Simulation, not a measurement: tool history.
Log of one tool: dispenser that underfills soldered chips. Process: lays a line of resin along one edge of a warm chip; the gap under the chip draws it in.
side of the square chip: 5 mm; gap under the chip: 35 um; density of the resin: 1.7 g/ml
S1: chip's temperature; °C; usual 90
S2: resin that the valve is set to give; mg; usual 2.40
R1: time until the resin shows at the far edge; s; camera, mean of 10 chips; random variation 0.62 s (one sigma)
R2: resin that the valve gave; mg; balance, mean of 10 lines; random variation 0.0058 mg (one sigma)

run,day,S1,S2,R1,R2
1,0.000,90,2.40,72.5,2.383
# day 0.321: new syringe of resin
2,0.446,90,2.40,61.4,2.352
# day 0.954: new syringe of resin
3,1.092,90,2.40,61.8,2.347
4,1.512,90,2.40,92.1,2.331
# day 1.567: new syringe of resin
5,1.879,90,2.40,73.4,2.320
6,2.154,90,2.40,92.1,2.321
# day 2.212: new syringe of resin
# day 2.254: dispensing valve cleaned and set on the balance
7,2.550,94,2.68,60.6,2.675
# day 2.883: new syringe of resin
8,2.883,96,2.40,44.6,2.379
9,3.258,101,2.37,52.7,2.359
# day 3.521: new syringe of resin
10,3.825,101,2.37,49.7,2.334

The same runs without the tool's hidden state, with the same run-to-run variation:
The hidden state here: resin's viscosity, % of fresh resin's; dose that the valve gives, % of what is set; true chip temperature over the reading, C; drift of the gauge itself on fill_s, %; drift of the gauge itself on given_mg, %.
run,R1,R2
1,55.2,2.412
2,54.7,2.393
3,54.0,2.403
4,55.4,2.397
5,55.4,2.395
6,54.1,2.403
7,47.2,2.678
8,44.5,2.389
9,37.6,2.377
10,38.0,2.367

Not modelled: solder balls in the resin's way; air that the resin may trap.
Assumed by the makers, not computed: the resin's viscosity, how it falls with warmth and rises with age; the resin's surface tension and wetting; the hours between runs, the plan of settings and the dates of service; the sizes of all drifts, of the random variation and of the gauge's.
